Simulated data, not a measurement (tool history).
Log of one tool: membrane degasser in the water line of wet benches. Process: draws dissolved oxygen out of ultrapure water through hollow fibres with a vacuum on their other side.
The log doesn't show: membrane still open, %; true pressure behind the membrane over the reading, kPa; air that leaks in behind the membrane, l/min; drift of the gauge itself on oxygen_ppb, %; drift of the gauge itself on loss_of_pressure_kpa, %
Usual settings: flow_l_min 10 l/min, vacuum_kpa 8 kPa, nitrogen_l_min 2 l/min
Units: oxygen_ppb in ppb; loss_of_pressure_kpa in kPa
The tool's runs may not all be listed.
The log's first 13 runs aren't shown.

run    hour  flow_l_min  vacuum_kpa  nitrogen_l_min  hours since the membrane was changed  hours since the vacuum gauge was calibrated  hours since the vacuum lines were made tight  oxygen_ppb  loss_of_pressure_kpa
     1805.6  -- vacuum gauge calibrated
 14  1924.8          10           8            5.33                                  3344                                          119                                          2382        31.1                 45.04
 15  2094.5          10           8            5.33                                  3514                                          289                                          2552        32.5                  44.9
 16  2231.6           7           8               2                                  3651                                          426                                          2689        45.8                 31.57
 17  2374.8          10           8               2                                  3794                                          569                                          2832        69.2                 45.19
 18    2474          11           8               2                                  3894                                          668                                          2932          78                 49.82
 19  2578.3          10           8               2                                  3998                                          773                                          3036        69.7                 44.98
     2654.1  -- vacuum gauge calibrated, once more
 20  2671.7           9        6.12               2                                  4091                                           18                                          3129        38.2                 40.87
 21  2817.3          10        6.76             1.7                                  4236                                          163                                          3274        61.2                 45.27
 22  2933.4          10        7.51               2                                  4352                                          279                                          3391        61.7                 45.26
 23  3043.7          10        7.51               2                                  4463                                          390                                          3501        62.4                 45.35
 24  3131.4          14       15.86            1.44                                  4550                                          477                                          3589         318                 63.96
 25    3301          14       15.86            1.44                                  4720                                          647                                          3758       315.4                 63.89
 26  3375.8          14       15.86            1.44                                  4795                                          722                                          3833       321.5                 63.99
 27  3503.9           8        15.6            2.35                                  4923                                          850                                          3961       109.9                 36.48
 28  3617.2           8        15.6            2.35                                  5036                                          963                                          4074       109.5                 36.47
 29  3708.3           8        15.6            2.35                                  5127                                         1054                                          4165       109.1                  36.3
 30  3814.1          12       18.37            2.48                                  5233                                         1160                                          4271       197.2                 54.78
 31  3952.2           9        4.89               2                                  5371                                         1298                                          4409        25.9                 40.99
 32  4048.6           9        9.12            3.87                                  5468                                         1394                                          4506        41.3                 40.97
 33    4181           9        9.12            3.87                                  5600                                         1527                                          4638        42.2                 41.36

Forecast each of these 3 alternatives for the next run:
  A  4359.7          10        8.39               2                                  5779                                         1706                                          4817           ?                     ?
  B  4359.7          10        8.87            3.19                                  5779                                         1706                                          4817           ?                     ?
  C  4359.7          11           8            2.16                                  5779                                         1706                                          4817           ?                     ?

run  oxygen_ppb  loss_of_pressure_kpa
  A        74.2                 45.61
  B        54.8                 45.73
  C        76.5                 50.19
Without the tool's hidden state the same runs would have given:
run  oxygen_ppb  loss_of_pressure_kpa
  A        68.8                 43.66
  B        50.2                 43.79
  C        70.3                 48.05
